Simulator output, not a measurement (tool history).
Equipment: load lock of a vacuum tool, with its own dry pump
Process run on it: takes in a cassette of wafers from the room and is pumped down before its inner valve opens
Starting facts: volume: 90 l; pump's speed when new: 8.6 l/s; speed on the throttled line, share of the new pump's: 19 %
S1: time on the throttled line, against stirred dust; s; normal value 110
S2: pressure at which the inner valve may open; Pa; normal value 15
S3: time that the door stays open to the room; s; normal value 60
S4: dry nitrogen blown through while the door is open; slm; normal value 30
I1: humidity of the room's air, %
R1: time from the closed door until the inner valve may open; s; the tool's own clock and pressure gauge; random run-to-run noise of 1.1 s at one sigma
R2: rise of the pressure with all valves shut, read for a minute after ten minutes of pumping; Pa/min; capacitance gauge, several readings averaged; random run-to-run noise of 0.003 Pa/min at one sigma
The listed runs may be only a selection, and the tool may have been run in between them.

run,hour,S1,S2,S3,S4,I1,R1,R2
1,0,110,15,60,30,48,182.9,0.013
2,297.2,110,15,60,30,50.9,183,0.008
3,478.8,152,15,60,30,44.3,216.4,0.011
4,832.1,110,12,60,30,47.6,183.5,0.013
5,1206.9,125,15,60,30,46.3,195,0.01
6,1445.6,125,15,60,30,44.4,193.7,0.014
7,1832.1,110,16,60,30,46.8,182.3,0.012
8,2087.7,110,16,60,30,42.7,181.6,0.011
9,2316,110,16,60,30,42.5,181.3,0.009
10,2570.7,110,16,60,32,47.1,183.5,0.017
11,2898,110,16,60,32,39.9,183.4,0.009
12,3275.7,110,16,60,32,43.9,181.1,0.009
13,3679.4,110,16,60,32,41.7,181.7,0.004
14,3980.9,133,29,60,30,46.1,194.8,0.012
15,4385.2,122,15,157,38,44,192.5,0.017
16,4778.5,95,15,25,16,48.5,170.9,0.016
17,5216.8,95,15,25,16,46,170.5,0.012
18,5405.2,119,16,155,30,42.5,188.1,0.016
19,5835.6,143,26,56,7,45.5,203.2,0.027
20,6197.5,96,26,84,7,44.5,164.7,0.032
21,6378.6,96,26,36,7,43.1,164.1,0.02
22,6661.7,65,11,28,12,46.8,149.1,0.018
# hour 6851: door's seal changed, seat wiped
23,7070.5,65,11,28,38,49.1,148.6,0.011
24,7408.7,65,11,28,38,45.4,150.4,0.002
25,7668.4,110,13,60,12,41,183.6,0.021
26,8012.8,71,26,60,30,45.6,144.7,0.012

Each row is a separate what-if for the run after 26, all from the same tool condition, not one after another. Results?
A,8226.9,71,14,181,35,42.5,?,?
B,8226.9,110,15,60,10,44.8,?,?
C,8226.9,71,30,60,30,46.5,?,?
D,8226.9,71,26,60,40,47.6,?,?
E,8226.9,113,18,60,30,42.8,?,?

run,R1,R2
A,154.2,0.016
B,181.5,0.016
C,143.9,0.009
D,145.5,0.014
E,186.4,0.014
Had the tool no hidden state, the same runs would have come out as:
run,R1,R2
A,154.1,0.016
B,181.5,0.016
C,143.9,0.009
D,145.5,0.014
E,186.4,0.014

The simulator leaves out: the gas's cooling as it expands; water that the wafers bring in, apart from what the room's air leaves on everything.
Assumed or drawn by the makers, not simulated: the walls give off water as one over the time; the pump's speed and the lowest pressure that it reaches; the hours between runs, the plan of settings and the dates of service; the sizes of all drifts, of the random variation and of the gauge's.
